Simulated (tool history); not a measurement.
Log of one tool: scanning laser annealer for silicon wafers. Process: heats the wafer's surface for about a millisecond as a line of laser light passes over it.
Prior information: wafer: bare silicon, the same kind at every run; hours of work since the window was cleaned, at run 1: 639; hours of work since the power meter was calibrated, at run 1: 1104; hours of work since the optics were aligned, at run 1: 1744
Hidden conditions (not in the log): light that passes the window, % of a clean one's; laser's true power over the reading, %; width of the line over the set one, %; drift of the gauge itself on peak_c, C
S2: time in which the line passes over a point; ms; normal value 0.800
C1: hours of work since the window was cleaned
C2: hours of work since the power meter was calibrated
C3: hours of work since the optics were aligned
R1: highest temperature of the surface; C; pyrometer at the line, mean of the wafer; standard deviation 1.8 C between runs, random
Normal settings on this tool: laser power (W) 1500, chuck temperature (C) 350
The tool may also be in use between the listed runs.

run 1 hour=0.0 | laser_power_(W)=1500 S2=0.800 chuck_temperature_(C)=350 | C1=639 C2=1104 C3=1744 | R1=1022
-- hour=101.7 optics aligned, line set to its width
run 2 hour=101.7 | laser_power_(W)=1500 S2=0.800 chuck_temperature_(C)=350 | C1=682 C2=1147 C3=0 | R1=1015
run 3 hour=178.3 | laser_power_(W)=1500 S2=0.800 chuck_temperature_(C)=350 | C1=716 C2=1181 C3=34 | R1=1011
run 4 hour=230.8 | laser_power_(W)=1500 S2=0.800 chuck_temperature_(C)=350 | C1=739 C2=1204 C3=57 | R1=1013
-- hour=237.2 window over the wafer cleaned
run 5 hour=305.4 | laser_power_(W)=1500 S2=0.800 chuck_temperature_(C)=350 | C1=30 C2=1237 C3=89 | R1=1043
run 6 hour=367.3 | laser_power_(W)=1500 S2=0.800 chuck_temperature_(C)=350 | C1=58 C2=1264 C3=117 | R1=1042
-- hour=380.5 optics aligned, line set to its width, once more
run 7 hour=444.1 | laser_power_(W)=1453 S2=0.800 chuck_temperature_(C)=350 | C1=89 C2=1296 C3=28 | R1=1030
run 8 hour=496.7 | laser_power_(W)=1405 S2=0.800 chuck_temperature_(C)=350 | C1=113 C2=1319 C3=51 | R1=996
run 9 hour=575.6 | laser_power_(W)=1405 S2=0.800 chuck_temperature_(C)=350 | C1=148 C2=1354 C3=86 | R1=1001
run 10 hour=674.3 | laser_power_(W)=1500 S2=0.800 chuck_temperature_(C)=343 | C1=191 C2=1398 C3=130 | R1=1043
run 11 hour=751.3 | laser_power_(W)=1500 S2=0.800 chuck_temperature_(C)=343 | C1=225 C2=1432 C3=164 | R1=1044
run 12 hour=812.3 | laser_power_(W)=1500 S2=0.800 chuck_temperature_(C)=343 | C1=252 C2=1459 C3=191 | R1=1043
run 13 hour=903.3 | laser_power_(W)=1500 S2=0.800 chuck_temperature_(C)=343 | C1=293 C2=1499 C3=232 | R1=1040
run 14 hour=995.1 | laser_power_(W)=1500 S2=0.922 chuck_temperature_(C)=350 | C1=333 C2=1540 C3=272 | R1=1094
run 15 hour=1072.1 | laser_power_(W)=1500 S2=0.800 chuck_temperature_(C)=350 | C1=368 C2=1574 C3=306 | R1=1042
run 16 hour=1153.3 | laser_power_(W)=1500 S2=0.800 chuck_temperature_(C)=350 | C1=404 C2=1610 C3=342 | R1=1041
run 17 hour=1251.9 | laser_power_(W)=1500 S2=0.800 chuck_temperature_(C)=350 | C1=447 C2=1654 C3=386 | R1=1041
run 18 hour=1296.2 | laser_power_(W)=1500 S2=0.800 chuck_temperature_(C)=350 | C1=467 C2=1673 C3=406 | R1=1038
run 19 hour=1366.6 | laser_power_(W)=1500 S2=0.800 chuck_temperature_(C)=378 | C1=498 C2=1704 C3=437 | R1=1067
run 20 hour=1428.9 | laser_power_(W)=1409 S2=0.800 chuck_temperature_(C)=350 | C1=526 C2=1732 C3=464 | R1=984
run 21 hour=1483.5 | laser_power_(W)=1474 S2=0.800 chuck_temperature_(C)=313 | C1=550 C2=1756 C3=489 | R1=982
run 22 hour=1566.5 | laser_power_(W)=1474 S2=0.800 chuck_temperature_(C)=313 | C1=587 C2=1793 C3=525 | R1=982
run 23 hour=1614.2 | laser_power_(W)=1382 S2=0.924 chuck_temperature_(C)=325 | C1=608 C2=1814 C3=546 | R1=983
run 24 hour=1682.7 | laser_power_(W)=1382 S2=0.924 chuck_temperature_(C)=325 | C1=638 C2=1844 C3=577 | R1=984
run 25 hour=1738.2 | laser_power_(W)=1556 S2=0.902 chuck_temperature_(C)=344 | C1=663 C2=1869 C3=601 | R1=1098
run 26 hour=1785.3 | laser_power_(W)=1574 S2=0.902 chuck_temperature_(C)=344 | C1=683 C2=1890 C3=622 | R1=1105
run 27 hour=1868.2 | laser_power_(W)=1574 S2=0.902 chuck_temperature_(C)=347 | C1=720 C2=1927 C3=659 | R1=1108

The next listed run, before its measurement:
run 28 hour=1911.3 | laser_power_(W)=1574 S2=0.902 chuck_temperature_(C)=347 | C1=739 C2=1946 C3=678 | R1=?

Run 28 came out at R1 1108 C.
Had the tool carried no hidden state, the very same run would have given R1 1148 C.
